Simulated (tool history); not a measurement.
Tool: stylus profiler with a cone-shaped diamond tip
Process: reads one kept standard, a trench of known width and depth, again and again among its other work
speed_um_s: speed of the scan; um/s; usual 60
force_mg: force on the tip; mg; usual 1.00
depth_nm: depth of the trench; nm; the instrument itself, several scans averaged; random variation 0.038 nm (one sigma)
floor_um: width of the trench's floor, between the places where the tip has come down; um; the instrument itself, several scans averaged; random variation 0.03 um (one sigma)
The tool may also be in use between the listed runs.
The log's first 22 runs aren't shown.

{"run": 23, "hour": 1004.1, "speed_um_s": 135, "force_mg": 1.0, "depth_nm": 100.44, "floor_um": 26.53}
{"run": 24, "hour": 1032.4, "speed_um_s": 135, "force_mg": 1.0, "depth_nm": 100.35, "floor_um": 26.46}
{"run": 25, "hour": 1079.6, "speed_um_s": 135, "force_mg": 1.0, "depth_nm": 100.32, "floor_um": 26.41}
{"run": 26, "hour": 1115.5, "speed_um_s": 135, "force_mg": 1.0, "depth_nm": 100.35, "floor_um": 26.29}
{"run": 27, "hour": 1162.1, "speed_um_s": 135, "force_mg": 1.0, "depth_nm": 100.39, "floor_um": 26.37}
{"run": 28, "hour": 1205.2, "speed_um_s": 135, "force_mg": 0.6, "depth_nm": 100.24, "floor_um": 25.82}
{"run": 29, "hour": 1234.2, "speed_um_s": 23, "force_mg": 1.27, "depth_nm": 100.46, "floor_um": 27.39}
{"run": 30, "hour": 1261.8, "speed_um_s": 117, "force_mg": 0.59, "depth_nm": 100.19, "floor_um": 26.06}
{"run": 31, "hour": 1317.1, "speed_um_s": 31, "force_mg": 1.29, "depth_nm": 100.49, "floor_um": 27.29}
{"run": 32, "hour": 1353.7, "speed_um_s": 31, "force_mg": 1.45, "depth_nm": 100.39, "floor_um": 27.31}
{"run": 33, "hour": 1384.2, "speed_um_s": 31, "force_mg": 1.45, "depth_nm": 100.46, "floor_um": 27.28}
{"run": 34, "hour": 1416.7, "speed_um_s": 31, "force_mg": 1.45, "depth_nm": 100.38, "floor_um": 27.29}
{"run": 35, "hour": 1442.2, "speed_um_s": 234, "force_mg": 0.92, "depth_nm": 100.31, "floor_um": 24.89}
{"run": 36, "hour": 1497.0, "speed_um_s": 19, "force_mg": 1.0, "depth_nm": 100.33, "floor_um": 27.26}
{"run": 37, "hour": 1535.0, "speed_um_s": 40, "force_mg": 1.11, "depth_nm": 100.33, "floor_um": 27.0}
{"run": 38, "hour": 1568.2, "speed_um_s": 20, "force_mg": 2.27, "depth_nm": 100.6, "floor_um": 27.24}
{"run": 39, "hour": 1616.6, "speed_um_s": 31, "force_mg": 0.41, "depth_nm": 100.09, "floor_um": 26.92}
{"run": 40, "hour": 1664.4, "speed_um_s": 76, "force_mg": 1.08, "depth_nm": 100.28, "floor_um": 26.58}
{"run": 41, "hour": 1719.7, "speed_um_s": 76, "force_mg": 1.08, "depth_nm": 100.24, "floor_um": 26.52}
{"run": 42, "hour": 1755.9, "speed_um_s": 221, "force_mg": 0.77, "depth_nm": 100.14, "floor_um": 24.66}
{"run": 43, "hour": 1791.1, "speed_um_s": 140, "force_mg": 1.09, "depth_nm": 100.32, "floor_um": 25.78}
{"run": 44, "hour": 1849.4, "speed_um_s": 228, "force_mg": 0.66, "depth_nm": 100.14, "floor_um": 24.3}
{"run": 45, "hour": 1875.0, "speed_um_s": 196, "force_mg": 1.69, "depth_nm": 100.45, "floor_um": 25.61}
{"run": 46, "hour": 1906.0, "speed_um_s": 16, "force_mg": 1.51, "depth_nm": 100.34, "floor_um": 27.03}
{"run": 47, "hour": 1965.1, "speed_um_s": 66, "force_mg": 1.12, "depth_nm": 100.22, "floor_um": 26.46}

3 ways to go on from here, each from the tool as it stands after run 47. What would each give?
{"run": "A", "hour": 2001.5, "speed_um_s": 39, "force_mg": 1.12, "depth_nm": "?", "floor_um": "?"}
{"run": "B", "hour": 2001.5, "speed_um_s": 18, "force_mg": 1.12, "depth_nm": "?", "floor_um": "?"}
{"run": "C", "hour": 2001.5, "speed_um_s": 55, "force_mg": 0.67, "depth_nm": "?", "floor_um": "?"}

run=A depth_nm=100.24 floor_um=26.69
run=B depth_nm=100.25 floor_um=26.86
run=C depth_nm=100.10 floor_um=26.42
Without the tool's hidden state the same runs would have given:
run=A depth_nm=100.50 floor_um=27.62
run=B depth_nm=100.52 floor_um=27.78
run=C depth_nm=100.37 floor_um=27.34
